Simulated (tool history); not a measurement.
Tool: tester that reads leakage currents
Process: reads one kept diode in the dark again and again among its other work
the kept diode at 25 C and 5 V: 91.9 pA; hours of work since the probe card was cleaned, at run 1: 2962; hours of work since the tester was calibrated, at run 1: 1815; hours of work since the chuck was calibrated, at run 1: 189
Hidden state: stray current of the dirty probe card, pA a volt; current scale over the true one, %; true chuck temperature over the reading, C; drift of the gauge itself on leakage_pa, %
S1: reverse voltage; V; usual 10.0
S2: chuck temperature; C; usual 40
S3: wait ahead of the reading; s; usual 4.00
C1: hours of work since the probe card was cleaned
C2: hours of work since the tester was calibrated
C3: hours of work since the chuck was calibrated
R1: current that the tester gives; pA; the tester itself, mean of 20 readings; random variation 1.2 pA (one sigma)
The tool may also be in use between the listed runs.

{"run": 1, "hour": 0.0, "S1": 10.0, "S2": 40, "S3": 4.0, "C1": 2962, "C2": 1815, "C3": 189, "R1": 417.39}
{"run": 2, "hour": 96.5, "S1": 10.0, "S2": 40, "S3": 4.0, "C1": 3039, "C2": 1892, "C3": 266, "R1": 420.92}
{"run": 3, "hour": 166.6, "S1": 10.0, "S2": 40, "S3": 4.0, "C1": 3095, "C2": 1948, "C3": 322, "R1": 421.73}
{"run": 4, "hour": 269.2, "S1": 10.0, "S2": 40, "S3": 4.0, "C1": 3176, "C2": 2030, "C3": 404, "R1": 424.27}
{"run": 5, "hour": 318.6, "S1": 10.0, "S2": 40, "S3": 4.0, "C1": 3216, "C2": 2069, "C3": 443, "R1": 425.44}
{"run": 6, "hour": 366.3, "S1": 10.0, "S2": 40, "S3": 4.0, "C1": 3254, "C2": 2107, "C3": 481, "R1": 426.09}
{"run": 7, "hour": 440.1, "S1": 10.0, "S2": 40, "S3": 2.85, "C1": 3313, "C2": 2166, "C3": 540, "R1": 431.52}
{"hour": 449.9, "done": "tester calibrated"}
{"run": 8, "hour": 504.6, "S1": 10.0, "S2": 40, "S3": 4.0, "C1": 3363, "C2": 44, "C3": 590, "R1": 433.79}
{"run": 9, "hour": 568.4, "S1": 10.0, "S2": 40, "S3": 4.0, "C1": 3413, "C2": 95, "C3": 641, "R1": 433.75}
{"hour": 645.4, "done": "tester calibrated, once more"}
{"run": 10, "hour": 655.2, "S1": 10.0, "S2": 40, "S3": 4.0, "C1": 3481, "C2": 8, "C3": 708, "R1": 431.31}
{"run": 11, "hour": 747.1, "S1": 1.1, "S2": 47, "S3": 1.07, "C1": 3554, "C2": 81, "C3": 781, "R1": 323.3}
{"run": 12, "hour": 803.5, "S1": 1.1, "S2": 47, "S3": 1.07, "C1": 3599, "C2": 126, "C3": 826, "R1": 323.12}
{"hour": 905.3, "done": "probe card cleaned and baked"}
{"run": 13, "hour": 905.3, "S1": 2.9, "S2": 23, "S3": 1.02, "C1": 0, "C2": 205, "C3": 905, "R1": 70.22}
{"run": 14, "hour": 957.3, "S1": 10.0, "S2": 55, "S3": 2.24, "C1": 41, "C2": 246, "C3": 947, "R1": 1232.75}
{"run": 15, "hour": 1056.8, "S1": 13.2, "S2": 44, "S3": 2.98, "C1": 121, "C2": 326, "C3": 1026, "R1": 625.06}
{"run": 16, "hour": 1140.5, "S1": 6.9, "S2": 22, "S3": 4.0, "C1": 188, "C2": 392, "C3": 1093, "R1": 88.51}
{"run": 17, "hour": 1226.7, "S1": 6.9, "S2": 22, "S3": 4.0, "C1": 256, "C2": 461, "C3": 1161, "R1": 89.48}
{"run": 18, "hour": 1289.1, "S1": 6.9, "S2": 43, "S3": 2.63, "C1": 306, "C2": 511, "C3": 1211, "R1": 470.46}
{"run": 19, "hour": 1347.6, "S1": 17.2, "S2": 43, "S3": 4.0, "C1": 353, "C2": 558, "C3": 1258, "R1": 650.78}

4 ways to go on from here, each from the tool as it stands after run 19. What would each give?
{"run": "A", "hour": 1393.8, "S1": 2.2, "S2": 24, "S3": 2.12, "C1": 389, "C2": 594, "C3": 1295, "R1": "?"}
{"run": "B", "hour": 1393.8, "S1": 14.4, "S2": 43, "S3": 4.0, "C1": 389, "C2": 594, "C3": 1295, "R1": "?"}
{"run": "C", "hour": 1393.8, "S1": 10.0, "S2": 57, "S3": 0.32, "C1": 389, "C2": 594, "C3": 1295, "R1": "?"}
{"run": "D", "hour": 1393.8, "S1": 2.5, "S2": 22, "S3": 4.48, "C1": 389, "C2": 594, "C3": 1295, "R1": "?"}

run=A R1=71.57
run=B R1=613.25
run=C R1=1460.70
run=D R1=62.86
Without the tool's hidden state the same runs would have given:
run=A R1=63.89
run=B R1=554.71
run=C R1=1336.24
run=D R1=55.93

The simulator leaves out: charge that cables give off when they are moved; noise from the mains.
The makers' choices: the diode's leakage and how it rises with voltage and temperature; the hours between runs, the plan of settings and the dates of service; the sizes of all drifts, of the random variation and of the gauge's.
